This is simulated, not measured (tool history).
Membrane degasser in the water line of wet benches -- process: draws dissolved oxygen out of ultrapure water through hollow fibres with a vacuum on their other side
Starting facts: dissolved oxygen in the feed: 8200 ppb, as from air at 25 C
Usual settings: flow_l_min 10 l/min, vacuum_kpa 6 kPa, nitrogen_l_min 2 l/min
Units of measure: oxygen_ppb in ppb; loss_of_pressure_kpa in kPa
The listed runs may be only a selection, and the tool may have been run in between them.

run    hour  flow_l_min  vacuum_kpa  nitrogen_l_min  oxygen_ppb  loss_of_pressure_kpa
  1       0          10           6               2        91.9                 43.97
  2    80.1          10           6               2        91.6                 43.74
  3   155.8          10           6               2        89.8                 43.82
  4   205.5          10       13.11               2       175.3                 43.96
  5   282.9          14           6               2       214.9                 62.19
  6   381.4          14       12.64               2       322.9                    62
  7   473.5          14       12.64               2       325.2                 61.73
  8   547.3          14       12.64               2         322                 61.44
  9     603          14       12.64            2.88       278.6                 61.84
 10     670          14       12.64            1.87       334.3                 62.04
 11   766.3          14       12.64            1.87       337.1                 61.86
 12   859.3           9           6               2        71.5                 39.99
 13   903.1          10        4.52               2        73.6                 44.32
 14   956.3          10        4.52               2        75.6                 44.34
 15  1024.5          10        4.52               2        74.4                 44.65
 16  1109.3          10           6               2        94.3                 44.11
 17  1164.6          11       13.36            1.12       317.1                 48.75
 18  1261.8          16       12.24            0.82       616.1                 71.04
 19    1353          16       12.24            0.82       618.5                 71.87
 20  1410.7           6        5.41            2.17          24                 26.63
 21  1481.5           6        5.41            2.17        23.6                 27.04
 22  1549.1           7           6            4.43          25                 31.35
 23  1602.5           7           6            4.43        25.6                 31.25
 24  1653.5          10        3.92            1.61          74                 44.77
 25  1752.1           6        5.77            2.04        27.6                 26.94
 26  1796.3           6        5.77            2.04          28                 26.83
 27  1882.1           9           6            0.92       113.8                  40.5
 28  1948.4           9           6            0.92       112.7                 40.34
 29  2010.2           9           6            0.92       112.1                 40.38
 30  2073.8          10        9.06            2.01       135.2                  44.7
 31  2134.1          10        9.06            2.01       137.1                 44.65
 32  2207.2          10        9.06            2.01       138.3                 45.22

Some steps in oxygen_ppb between neighbouring runs. How much of each would the tool show without its hidden state too (settings, what came in, random variation), and how much is left for the hidden state, with any gauge scatter that isn't in both results?
Hidden state at play: membrane still open, %; true pressure behind the membrane over the reading, kPa; air that leaks in behind the membrane, l/min; drift of the gauge itself on oxygen_ppb, %; drift of the gauge itself on loss_of_pressure_kpa, %.
Run 11 -> 12: flow_l_min 14 -> 9, vacuum_kpa 12.64 -> 6, nitrogen_l_min 1.87 -> 2. oxygen_ppb -265.6 ppb: hidden state -7.3, all else -258.3.
Run 17 -> 18: flow_l_min 11 -> 16, vacuum_kpa 13.36 -> 12.24, nitrogen_l_min 1.12 -> 0.82. oxygen_ppb +299 ppb: hidden state +11.3, all else +287.7.
Run 19 -> 20: flow_l_min 16 -> 6, vacuum_kpa 12.24 -> 5.41, nitrogen_l_min 0.82 -> 2.17. oxygen_ppb -594.5 ppb: hidden state -24.3, all else -570.2.
Run 26 -> 27: flow_l_min 6 -> 9, vacuum_kpa 5.77 -> 6, nitrogen_l_min 2.04 -> 0.92. oxygen_ppb +85.8 ppb: hidden state +9.8, all else +76.
